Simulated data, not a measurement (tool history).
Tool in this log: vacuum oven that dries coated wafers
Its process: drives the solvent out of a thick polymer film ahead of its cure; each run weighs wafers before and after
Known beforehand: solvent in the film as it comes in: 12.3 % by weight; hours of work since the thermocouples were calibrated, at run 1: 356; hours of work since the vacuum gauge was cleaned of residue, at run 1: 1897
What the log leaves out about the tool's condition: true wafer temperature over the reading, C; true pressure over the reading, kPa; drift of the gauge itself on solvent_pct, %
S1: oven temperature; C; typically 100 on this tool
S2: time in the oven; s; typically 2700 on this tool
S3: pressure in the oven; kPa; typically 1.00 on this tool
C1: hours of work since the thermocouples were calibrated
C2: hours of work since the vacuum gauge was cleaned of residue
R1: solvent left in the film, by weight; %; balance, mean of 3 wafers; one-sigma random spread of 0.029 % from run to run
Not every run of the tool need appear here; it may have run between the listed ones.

run	hour	S1	S2	S3	C1	C2	R1
1	0.0	100	2700	1.00	356	1897	2.57
2	45.2	100	3180	1.00	383	1925	2.11
3	120.8	100	2700	1.00	430	1972	2.53
4	181.8	100	2700	1.00	468	2009	2.55
5	228.9	100	2700	1.00	497	2038	2.54
6	298.0	100	2700	1.00	539	2081	2.56
7	338.6	100	2700	1.00	564	2106	2.69
8	411.0	100	2700	1.00	609	2150	2.69
9	470.4	100	2700	2.21	645	2187	3.40
10	511.2	100	2700	2.21	670	2212	3.33
11	579.7	100	2700	2.21	713	2254	3.39
# hour 611.9: vacuum gauge cleaned of residue and calibrated
12	637.2	100	2700	1.00	747	16	2.53
# hour 662.5: oven's thermocouples calibrated
13	693.3	100	2700	1.00	19	49	2.05
14	759.7	100	2700	1.36	60	90	2.22
15	793.8	100	2700	0.59	81	111	1.89
16	847.7	100	2700	0.59	114	144	1.92
17	879.4	100	2700	0.59	134	163	1.89
18	923.8	100	2700	0.59	161	191	1.98
19	975.2	100	2700	0.67	192	222	1.97
20	1049.6	100	2700	0.67	238	268	1.97
21	1095.1	100	2700	0.67	266	296	2.08
22	1168.5	99	2700	1.00	312	341	2.45
23	1200.1	99	2700	1.00	331	361	2.50
24	1251.4	99	2700	1.00	363	392	2.47
25	1296.7	99	2700	1.00	390	420	2.49
26	1358.2	99	2700	1.00	428	458	2.49
27	1430.1	101	2280	1.33	473	502	2.74
28	1468.1	98	2100	1.88	496	526	3.99
29	1499.7	102	2700	2.71	515	545	2.81
30	1573.3	100	2100	1.00	561	591	3.14
31	1630.4	100	2100	1.00	596	626	3.16
32	1670.5	87	2520	1.21	621	650	6.05
33	1743.8	100	1920	0.75	666	696	3.35
34	1797.9	100	1920	0.75	699	729	3.39
35	1836.6	108	4740	1.00	723	753	0.63
# hour 1898.9: oven's thermocouples calibrated
36	1903.0	108	4740	1.00	3	792	0.57
37	1946.7	101	1500	0.83	29	819	3.82
38	1991.1	101	1500	0.83	57	847	3.82
39	2025.5	99	2460	0.62	78	868	2.57
40	2091.6	94	2700	2.59	119	908	4.54
41	2123.5	94	2700	2.59	138	928	4.60
42	2174.0	111	2700	2.59	169	959	1.39
43	2212.3	101	2040	0.72	193	983	2.77
44	2260.0	96	1500	2.42	222	1012	5.80
45	2303.7	90	2700	1.00	249	1039	4.80
46	2359.3	112	2520	0.92	283	1073	0.76
47	2395.1	99	3720	0.97	305	1095	1.72

How the hidden state differs across the entries between the runs, from the last listed run before each to the first after it:
After run 11, before run 12: vacuum gauge cleaned of residue and calibrated (hour 611.9)
  true wafer temperature over the reading, C: -1.68 -> -1.75; true pressure over the reading, kPa: 0.456 -> 0.007
  measured minus no-state result, R1: +0.63 -> +0.38 %
After run 12, before run 13: oven's thermocouples calibrated (hour 662.5)
  true wafer temperature over the reading, C: -1.75 -> 0.34; true pressure over the reading, kPa: 0.007 -> 0.014
  measured minus no-state result, R1: +0.38 -> -0.07 %
After run 35, before run 36: oven's thermocouples calibrated (hour 1898.9)
  true wafer temperature over the reading, C: -1.15 -> 0.11; true pressure over the reading, kPa: 0.162 -> 0.17
  measured minus no-state result, R1: +0.11 -> +0.07 %
